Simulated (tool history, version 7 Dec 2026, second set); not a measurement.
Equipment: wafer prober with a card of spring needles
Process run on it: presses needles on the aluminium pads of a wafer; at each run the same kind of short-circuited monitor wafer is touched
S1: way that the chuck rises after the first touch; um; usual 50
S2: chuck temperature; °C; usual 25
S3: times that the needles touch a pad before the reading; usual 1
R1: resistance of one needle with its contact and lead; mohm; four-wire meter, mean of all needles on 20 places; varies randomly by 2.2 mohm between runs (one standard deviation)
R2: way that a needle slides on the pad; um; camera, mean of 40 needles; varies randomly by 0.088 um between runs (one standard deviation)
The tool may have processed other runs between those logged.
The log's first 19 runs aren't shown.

run,day,S1,S2,S3,R1,R2
# day 5.912: tips cleaned on abrasive film
20,6.208,45,53,2,264,10.78
# day 6.371: tips cleaned on abrasive film
21,6.442,45,53,2,259,10.80
22,6.642,62,29,2,246,15.13
# day 6.804: tips cleaned on abrasive film
23,6.912,62,29,2,248,15.19
24,7.125,50,64,3,261,12.08
# day 7.267: tips cleaned on abrasive film
25,7.392,38,124,3,284,9.36
# day 7.721: tips cleaned on abrasive film
26,7.762,38,124,3,291,9.16
27,8.025,42,32,1,254,10.23
# day 8.179: tips cleaned on abrasive film
28,8.412,35,25,1,261,8.48
# day 8.633: tips cleaned on abrasive film
29,8.667,35,25,1,258,8.55
30,8.942,50,53,1,258,12.14
# day 9.079: tips cleaned on abrasive film
31,9.204,39,94,1,284,9.49
# day 9.512: tips cleaned on abrasive film
32,9.633,59,94,1,264,14.30
# day 9.946: tips cleaned on abrasive film
33,10.033,46,64,2,263,11.19

Predict each of these 3 candidate next runs independently; none follows another, all start after run 33:
A,10.250,54,27,2,?,?
B,10.250,63,54,2,?,?
C,10.250,50,77,1,?,?

run,R1,R2
A,248,13.19
B,252,15.45
C,268,12.04
The same runs, with their run-to-run variation unchanged, on a tool lacking any hidden condition would have given:
run,R1,R2
A,247,13.20
B,251,15.46
C,267,12.05
